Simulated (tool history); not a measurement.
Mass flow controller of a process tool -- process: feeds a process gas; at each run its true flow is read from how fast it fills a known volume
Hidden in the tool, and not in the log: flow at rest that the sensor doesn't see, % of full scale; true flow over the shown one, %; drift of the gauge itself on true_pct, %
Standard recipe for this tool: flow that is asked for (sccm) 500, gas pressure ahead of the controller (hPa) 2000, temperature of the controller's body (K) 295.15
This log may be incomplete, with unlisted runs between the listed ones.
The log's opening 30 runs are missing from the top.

run,hour,flow that is asked for (sccm),gas pressure ahead of the controller (hPa),temperature of the controller's body (K),hours of work since the controller was set to zero,hours of work since the controller was changed,true flow (%)
31,1776.1,396,1860,295.15,3141,3141,98.20
32,1824.0,206,2410,295.15,3174,3174,97.97
33,1876.1,206,2410,295.15,3209,3209,97.76
34,1944.6,500,2000,308.15,3256,3256,99.33
35,1987.0,178,2000,309.15,3285,3285,98.86
36,2027.7,119,2000,298.15,3313,3313,97.87
37,2074.0,499,2000,299.15,3345,3345,98.56
38,2159.8,499,2000,299.15,3403,3403,98.46

Each row is a separate what-if for the run after 38, all from the same tool condition, not one after another. Results?
A,2208.6,499,2510,299.15,3437,3437,?
B,2208.6,500,2740,295.15,3437,3437,?
C,2208.6,367,2300,307.15,3437,3437,?
D,2208.6,430,2430,298.15,3437,3437,?

run,true flow (%)
A,98.62
B,98.35
C,98.95
D,98.25
With no hidden state in the tool, these same runs would have given:
run,true flow (%)
A,99.58
B,99.31
C,99.91
D,99.20
